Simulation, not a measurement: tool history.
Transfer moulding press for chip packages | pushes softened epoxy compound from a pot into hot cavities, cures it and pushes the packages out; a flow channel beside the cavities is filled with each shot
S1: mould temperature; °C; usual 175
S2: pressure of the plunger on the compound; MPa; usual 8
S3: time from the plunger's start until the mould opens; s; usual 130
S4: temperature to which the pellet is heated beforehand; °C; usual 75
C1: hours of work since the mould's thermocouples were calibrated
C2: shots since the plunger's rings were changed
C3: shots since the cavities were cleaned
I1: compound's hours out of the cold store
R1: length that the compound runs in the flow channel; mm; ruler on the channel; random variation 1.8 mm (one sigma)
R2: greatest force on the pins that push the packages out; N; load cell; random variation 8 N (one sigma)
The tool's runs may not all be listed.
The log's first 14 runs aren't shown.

run 15 hour=273.8 | S1=175 S2=8 S3=135 S4=75 | C1=384 C2=3382 C3=352 | I1=41.1 | R1=498 R2=474
run 16 hour=286.2 | S1=175 S2=9.82 S3=130 S4=76 | C1=390 C2=3460 C3=430 | I1=16.5 | R1=586 R2=521
-- hour=294.1 plunger's sealing rings changed
run 17 hour=298.8 | S1=175 S2=9.69 S3=130 S4=75 | C1=395 C2=30 C3=494 | I1=42.6 | R1=582 R2=512
run 18 hour=320.1 | S1=175 S2=9.69 S3=164 S4=68 | C1=404 C2=165 C3=629 | I1=30.2 | R1=601 R2=498
-- hour=334.7 cavities cleaned with cleaning compound and waxed
run 19 hour=335.3 | S1=175 S2=9.69 S3=164 S4=68 | C1=410 C2=252 C3=4 | I1=18.1 | R1=615 R2=316
run 20 hour=346 | S1=173 S2=6.77 S3=164 S4=68 | C1=415 C2=320 C3=72 | I1=15.7 | R1=522 R2=365
run 21 hour=358.2 | S1=178 S2=7 S3=130 S4=75 | C1=420 C2=397 C3=149 | I1=33 | R1=497 R2=399
run 22 hour=382.5 | S1=172 S2=6.02 S3=117 S4=83 | C1=431 C2=551 C3=303 | I1=37.8 | R1=465 R2=657
run 23 hour=392.9 | S1=172 S2=8.58 S3=161 S4=81 | C1=436 C2=617 C3=369 | I1=12.2 | R1=594 R2=455
run 24 hour=407.4 | S1=172 S2=8.58 S3=161 S4=81 | C1=442 C2=709 C3=461 | I1=11.9 | R1=593 R2=477
run 25 hour=420 | S1=183 S2=8 S3=111 S4=75 | C1=448 C2=789 C3=541 | I1=30.3 | R1=516 R2=482
run 26 hour=441.3 | S1=183 S2=8 S3=111 S4=75 | C1=458 C2=924 C3=676 | I1=41.5 | R1=503 R2=525
-- hour=448.1 cavities cleaned with cleaning compound and waxed
run 27 hour=458.1 | S1=183 S2=8 S3=111 S4=75 | C1=465 C2=1021 C3=63 | I1=33.3 | R1=513 R2=361
run 28 hour=470.1 | S1=183 S2=8 S3=111 S4=75 | C1=470 C2=1097 C3=139 | I1=31.5 | R1=514 R2=392
run 29 hour=493.9 | S1=183 S2=6.06 S3=111 S4=75 | C1=481 C2=1248 C3=290 | I1=45.1 | R1=433 R2=431
run 30 hour=515.1 | S1=183 S2=6.06 S3=111 S4=75 | C1=490 C2=1383 C3=425 | I1=10.9 | R1=468 R2=477

Forecast each of these 3 alternatives for the next run:
run A hour=528.9 | S1=175 S2=8 S3=164 S4=85 | C1=496 C2=1470 C3=512 | I1=18.8 | R1=? R2=?
run B hour=528.9 | S1=168 S2=8 S3=130 S4=75 | C1=496 C2=1470 C3=512 | I1=39.3 | R1=? R2=?
run C hour=528.9 | S1=175 S2=9.35 S3=165 S4=75 | C1=496 C2=1470 C3=512 | I1=27.5 | R1=? R2=?

run=A R1=547 R2=473
run=B R1=542 R2=760
run=C R1=581 R2=472
Without the tool's hidden state the same runs would have given:
run=A R1=560 R2=312
run=B R1=554 R2=473
run=C R1=595 R2=315

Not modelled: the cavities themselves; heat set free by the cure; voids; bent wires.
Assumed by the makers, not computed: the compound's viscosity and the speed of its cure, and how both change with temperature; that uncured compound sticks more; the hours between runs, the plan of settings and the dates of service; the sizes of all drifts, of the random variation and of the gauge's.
